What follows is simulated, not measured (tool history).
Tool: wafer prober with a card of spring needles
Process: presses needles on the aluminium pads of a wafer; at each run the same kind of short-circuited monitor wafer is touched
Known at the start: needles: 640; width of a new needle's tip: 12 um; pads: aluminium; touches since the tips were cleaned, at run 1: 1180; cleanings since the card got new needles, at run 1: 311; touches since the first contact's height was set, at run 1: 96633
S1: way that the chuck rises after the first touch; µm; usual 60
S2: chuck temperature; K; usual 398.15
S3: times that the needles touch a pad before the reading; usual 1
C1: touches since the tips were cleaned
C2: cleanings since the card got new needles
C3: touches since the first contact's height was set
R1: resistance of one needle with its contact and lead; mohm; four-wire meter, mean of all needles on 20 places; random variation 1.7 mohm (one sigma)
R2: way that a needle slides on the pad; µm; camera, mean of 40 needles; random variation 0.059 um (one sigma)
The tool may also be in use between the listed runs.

run	hour	S1	S2	S3	C1	C2	C3	R1	R2
1	0	60	398.15	1	1180	311	96633	165	8.46
# hour 5.2: tips cleaned on abrasive film
# hour 13.7: tips cleaned on abrasive film
# hour 22.2: tips cleaned on abrasive film
# hour 29.1: tips cleaned on abrasive film
# hour 37.6: tips cleaned on abrasive film
# hour 46.2: tips cleaned on abrasive film
# hour 54.7: tips cleaned on abrasive film
# hour 63.2: tips cleaned on abrasive film
# hour 70.1: tips cleaned on abrasive film
# hour 78.6: tips cleaned on abrasive film
# hour 85.5: tips cleaned on abrasive film
2	91	60	398.15	3	2738	322	141236	167	8.44
# hour 92.8: tips cleaned on abrasive film
# hour 101.3: tips cleaned on abrasive film
# hour 108.2: tips cleaned on abrasive film
# hour 116.7: tips cleaned on abrasive film
# hour 125.3: tips cleaned on abrasive film
# hour 133.8: tips cleaned on abrasive film
# hour 142.3: tips cleaned on abrasive film
3	148.6	60	398.15	3	3106	329	169461	162	8.41
# hour 150.4: tips cleaned on abrasive film
# hour 158.9: tips cleaned on abrasive film
# hour 167.5: tips cleaned on abrasive film
# hour 176: tips cleaned on abrasive film
# hour 182.9: tips cleaned on abrasive film
# hour 191.4: tips cleaned on abrasive film
# hour 199.9: tips cleaned on abrasive film
# hour 208.5: tips cleaned on abrasive film
# hour 217: tips cleaned on abrasive film
# hour 223.9: tips cleaned on abrasive film
# hour 232.4: tips cleaned on abrasive film
4	238.9	60	398.15	3	3221	340	213710	166	8.42
# hour 240.7: tips cleaned on abrasive film
# hour 247.5: tips cleaned on abrasive film
# hour 256.1: tips cleaned on abrasive film
# hour 264.6: tips cleaned on abrasive film
# hour 273.1: tips cleaned on abrasive film
# hour 276.8: height of the first contact set anew
# hour 282: tips cleaned on abrasive film
# hour 290.5: tips cleaned on abrasive film
# hour 299.1: tips cleaned on abrasive film
5	304	60	398.15	2	2462	348	13348	164	8.51
# hour 307.5: tips cleaned on abrasive film
# hour 316: tips cleaned on abrasive film
# hour 324.6: tips cleaned on abrasive film
# hour 331.4: tips cleaned on abrasive film
# hour 340: tips cleaned on abrasive film
# hour 348.5: tips cleaned on abrasive film
6	350.6	60	398.15	2	1022	354	36139	164	8.5
# hour 355.7: tips cleaned on abrasive film
# hour 362.6: tips cleaned on abrasive film
# hour 371.1: tips cleaned on abrasive film
# hour 379.7: tips cleaned on abrasive film
# hour 388.2: tips cleaned on abrasive film
# hour 395.1: tips cleaned on abrasive film
# hour 403.6: tips cleaned on abrasive film
7	405.3	60	398.15	1	822	361	62920	165	8.49
# hour 412.1: tips cleaned on abrasive film
# hour 419: tips cleaned on abrasive film
# hour 427.5: tips cleaned on abrasive film
# hour 436: tips cleaned on abrasive film
# hour 444.6: tips cleaned on abrasive film
# hour 453.1: tips cleaned on abrasive film
# hour 461.6: tips cleaned on abrasive film
8	467.1	60	398.15	1	2699	368	93250	165	8.47
# hour 468.9: tips cleaned on abrasive film
# hour 477.4: tips cleaned on abrasive film
# hour 485.9: tips cleaned on abrasive film
# hour 492.8: tips cleaned on abrasive film
# hour 501.3: tips cleaned on abrasive film
# hour 509.9: tips cleaned on abrasive film
# hour 518.4: tips cleaned on abrasive film
# hour 527: tips cleaned on abrasive film
9	531.3	60	398.15	1	2150	376	124704	167	8.46
# hour 534.8: tips cleaned on abrasive film
# hour 543.3: tips cleaned on abrasive film
# hour 550.2: tips cleaned on abrasive film
# hour 558.7: tips cleaned on abrasive film
# hour 565.5: tips cleaned on abrasive film
# hour 574.1: tips cleaned on abrasive film
# hour 582.6: tips cleaned on abrasive film
# hour 591.2: tips cleaned on abrasive film
# hour 599.7: tips cleaned on abrasive film
# hour 606.6: tips cleaned on abrasive film
10	608.8	60	398.15	1	1125	386	162672	162	8.4
# hour 614: tips cleaned on abrasive film
# hour 620.8: tips cleaned on abrasive film
# hour 629.4: tips cleaned on abrasive film
# hour 637.9: tips cleaned on abrasive film
# hour 646.5: tips cleaned on abrasive film
# hour 655: tips cleaned on abrasive film
11	656.6	40	387.15	2	818	392	186096	166	5.63
# hour 663.5: tips cleaned on abrasive film
# hour 672: tips cleaned on abrasive film
# hour 680.6: tips cleaned on abrasive film
# hour 687.4: tips cleaned on abrasive film
# hour 694.3: tips cleaned on abrasive film
12	700.1	47	314.15	1	2884	397	207401	147	6.63
# hour 701.9: tips cleaned on abrasive film
# hour 710.4: tips cleaned on abrasive film
# hour 717.3: tips cleaned on abrasive film
# hour 725.8: tips cleaned on abrasive film
# hour 732.7: tips cleaned on abrasive film
# hour 741.2: tips cleaned on abrasive film
# hour 749.7: tips cleaned on abrasive film
# hour 750: height of the first contact set anew
# hour 758.6: tips cleaned on abrasive film
13	762	78	367.15	1	1708	405	5895	156	11.1
# hour 765.5: tips cleaned on abrasive film
# hour 774.1: tips cleaned on abrasive film
# hour 782.6: tips cleaned on abrasive film
# hour 791.1: tips cleaned on abrasive film
# hour 799.7: tips cleaned on abrasive film
14	802.6	52	398.15	3	1468	410	25797	167	7.37
# hour 807.8: tips cleaned on abrasive film
# hour 816.3: tips cleaned on abrasive film
# hour 824.9: tips cleaned on abrasive film
# hour 833.4: tips cleaned on abrasive film
# hour 840.3: tips cleaned on abrasive film
# hour 848.8: tips cleaned on abrasive film
# hour 855.6: tips cleaned on abrasive film
# hour 864.2: tips cleaned on abrasive film
# hour 872.7: tips cleaned on abrasive film
# hour 881.3: tips cleaned on abrasive film
# hour 889.8: tips cleaned on abrasive film
# hour 898.3: tips cleaned on abrasive film
# hour 910.3: card fitted with new needles
15	913.1	47	375.15	2	1380	0	1380	161	6.6
# hour 918.3: tips cleaned on abrasive film
# hour 926.8: tips cleaned on abrasive film
# hour 935.4: tips cleaned on abrasive film
# hour 942.2: tips cleaned on abrasive film
# hour 950.8: tips cleaned on abrasive film
# hour 959.3: tips cleaned on abrasive film
# hour 967.8: tips cleaned on abrasive film
16	968.4	47	299.15	1	289	7	28463	147	6.63
# hour 975.3: tips cleaned on abrasive film
# hour 983.8: tips cleaned on abrasive film
# hour 992.3: tips cleaned on abrasive film
# hour 999.2: tips cleaned on abrasive film
# hour 1007.7: tips cleaned on abrasive film
# hour 1016.3: tips cleaned on abrasive film
# hour 1024.8: tips cleaned on abrasive film
# hour 1033.4: tips cleaned on abrasive film
# hour 1041.9: tips cleaned on abrasive film
# hour 1050.4: tips cleaned on abrasive film
17	1052.2	47	299.15	1	888	17	69543	148	6.71
# hour 1057.4: tips cleaned on abrasive film
# hour 1065.9: tips cleaned on abrasive film
# hour 1072.8: tips cleaned on abrasive film
# hour 1081.3: tips cleaned on abrasive film
# hour 1088.2: tips cleaned on abrasive film
# hour 1096.7: tips cleaned on abrasive film
# hour 1105.2: tips cleaned on abrasive film
# hour 1113.8: tips cleaned on abrasive film
# hour 1122.3: tips cleaned on abrasive film
# hour 1129.2: tips cleaned on abrasive film
# hour 1137.7: tips cleaned on abrasive film
18	1140.2	51	364.15	2	1222	28	112631	158	7.11
# hour 1145.3: tips cleaned on abrasive film
# hour 1152.2: tips cleaned on abrasive film
# hour 1160.7: tips cleaned on abrasive film
# hour 1167.6: tips cleaned on abrasive film
# hour 1176.1: tips cleaned on abrasive film
# hour 1184.4: tips cleaned on abrasive film
19	1184.4	51	364.15	2	0	34	134279	157	7.1

Forecast each of these 4 alternatives for the next run:
# hour 1192.9: tips cleaned on abrasive film
# hour 1199.8: tips cleaned on abrasive film
# hour 1208.3: tips cleaned on abrasive film
# hour 1216.9: tips cleaned on abrasive film
# hour 1225.4: tips cleaned on abrasive film
# hour 1234: tips cleaned on abrasive film
# hour 1242.5: tips cleaned on abrasive film
# hour 1251: tips cleaned on abrasive film
# hour 1257.9: tips cleaned on abrasive film
A	1258.2	62	331.15	2	147	43	170430	?	?
# hour 1192.9: tips cleaned on abrasive film
# hour 1199.8: tips cleaned on abrasive film
# hour 1208.3: tips cleaned on abrasive film
# hour 1216.9: tips cleaned on abrasive film
# hour 1225.4: tips cleaned on abrasive film
# hour 1234: tips cleaned on abrasive film
# hour 1242.5: tips cleaned on abrasive film
# hour 1251: tips cleaned on abrasive film
# hour 1257.9: tips cleaned on abrasive film
B	1258.2	41	398.15	1	147	43	170430	?	?
# hour 1192.9: tips cleaned on abrasive film
# hour 1199.8: tips cleaned on abrasive film
# hour 1208.3: tips cleaned on abrasive film
# hour 1216.9: tips cleaned on abrasive film
# hour 1225.4: tips cleaned on abrasive film
# hour 1234: tips cleaned on abrasive film
# hour 1242.5: tips cleaned on abrasive film
# hour 1251: tips cleaned on abrasive film
# hour 1257.9: tips cleaned on abrasive film
C	1258.2	72	313.15	2	147	43	170430	?	?
# hour 1192.9: tips cleaned on abrasive film
# hour 1199.8: tips cleaned on abrasive film
# hour 1208.3: tips cleaned on abrasive film
# hour 1216.9: tips cleaned on abrasive film
# hour 1225.4: tips cleaned on abrasive film
# hour 1234: tips cleaned on abrasive film
# hour 1242.5: tips cleaned on abrasive film
# hour 1251: tips cleaned on abrasive film
# hour 1257.9: tips cleaned on abrasive film
D	1258.2	60	398.15	2	147	43	170430	?	?

run	R1	R2
A	152	8.7
B	168	5.75
C	146	10.12
D	163	8.36
Without the tool's hidden state the same runs would have given:
run	R1	R2
A	152	8.7
B	168	5.75
C	146	10.12
D	163	8.37

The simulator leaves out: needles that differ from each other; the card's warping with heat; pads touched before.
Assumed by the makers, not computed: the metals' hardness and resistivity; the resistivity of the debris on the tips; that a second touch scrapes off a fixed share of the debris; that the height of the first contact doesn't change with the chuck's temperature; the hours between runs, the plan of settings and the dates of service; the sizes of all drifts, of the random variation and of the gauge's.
